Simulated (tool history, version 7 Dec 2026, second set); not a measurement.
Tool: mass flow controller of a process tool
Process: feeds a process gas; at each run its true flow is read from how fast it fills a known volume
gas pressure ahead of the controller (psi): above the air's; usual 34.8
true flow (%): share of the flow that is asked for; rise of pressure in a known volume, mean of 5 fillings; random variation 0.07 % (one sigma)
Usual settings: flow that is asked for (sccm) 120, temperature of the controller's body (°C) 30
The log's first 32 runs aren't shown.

run	hour	flow that is asked for (sccm)	gas pressure ahead of the controller (psi)	temperature of the controller's body (°C)	hours of work since the controller was set to zero	hours of work since the controller was changed	true flow (%)
33	6069.5	184	28.1	26	1382	5065	98.69
34	6220.7	184	28.1	26	1475	5158	98.69
35	6492.3	79	25.5	31	1644	5327	98.62
36	6616.5	66	25.8	30	1721	5404	98.53
37	6751.5	200	27.8	30	1805	5488	98.85
38	6892.4	200	32.1	29	1892	5575	98.49
39	7073.1	120	31.6	22	2004	5687	97.97
40	7268.7	54	23.4	22	2125	5808	98.53

Forecast each of these 3 alternatives for the next run:
A	7495.4	35	36.1	25	2266	5949	?
B	7495.4	78	23.4	36	2266	5949	?
C	7495.4	81	38.7	20	2266	5949	?

run	true flow (%)
A	98.52
B	98.86
C	97.49
Without the tool's hidden state the same runs would have given:
run	true flow (%)
A	98.53
B	99.83
C	98.49
